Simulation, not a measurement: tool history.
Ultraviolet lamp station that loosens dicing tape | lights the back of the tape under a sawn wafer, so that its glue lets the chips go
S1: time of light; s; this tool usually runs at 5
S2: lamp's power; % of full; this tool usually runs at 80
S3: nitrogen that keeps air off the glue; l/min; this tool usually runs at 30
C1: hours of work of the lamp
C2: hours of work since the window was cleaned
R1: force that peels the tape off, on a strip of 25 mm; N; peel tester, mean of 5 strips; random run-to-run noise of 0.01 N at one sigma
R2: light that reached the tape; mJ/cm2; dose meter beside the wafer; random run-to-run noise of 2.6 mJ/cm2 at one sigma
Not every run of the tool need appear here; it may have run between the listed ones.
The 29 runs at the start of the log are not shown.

run    hour  S1   S2  S3    C1   C2     R1   R2
 30  1640.3   5   80  12  1564  436  1.497  192
     1703.4  -- lamp changed
 31  1717.7   5   80  10    11  495  1.040  296
 32  1764.0   7   63  30    47  531  0.481  320
 33  1824.7   7   63  30    94  578  0.488  312
 34  1858.4   4   84  51   120  604  0.644  236
     1872.5  -- window cleaned of glue's vapour
 35  1925.7   3   80  12   172   41  1.521  191
 36  2000.5   3   80  12   230   99  1.611  183
 37  2060.8   4   80  12   277  146  1.206  241
 38  2126.3   5   89  17   328  197  0.658  327
 39  2198.3   4   83  59   384  253  0.609  239
 40  2239.8   2   80  30   416  285  1.810  110
 41  2311.3   5  100  19   472  341  0.561  343
 42  2345.4   5  100  19   499  367  0.573  337

Alternative continuations, all from the tool just after run 42; predict every row:
  A  2412.2   3  100  19  550  419   ?   ?
  B  2412.2   3   61  19  550  419   ?   ?
  C  2412.2   6   80  30  550  419   ?   ?
  D  2412.2   9   77  32  550  419   ?   ?
  E  2412.2   5   80  12  550  419   ?   ?

run     R1   R2
  A  1.197  198
  B  2.042  118
  C  0.487  317
  D  0.266  459
  E  1.092  263
The same runs, with their run-to-run variation unchanged, on a tool lacking any hidden condition would have given:
run     R1   R2
  A  0.884  250
  B  1.677  150
  C  0.325  400
  D  0.199  580
  E  0.786  332

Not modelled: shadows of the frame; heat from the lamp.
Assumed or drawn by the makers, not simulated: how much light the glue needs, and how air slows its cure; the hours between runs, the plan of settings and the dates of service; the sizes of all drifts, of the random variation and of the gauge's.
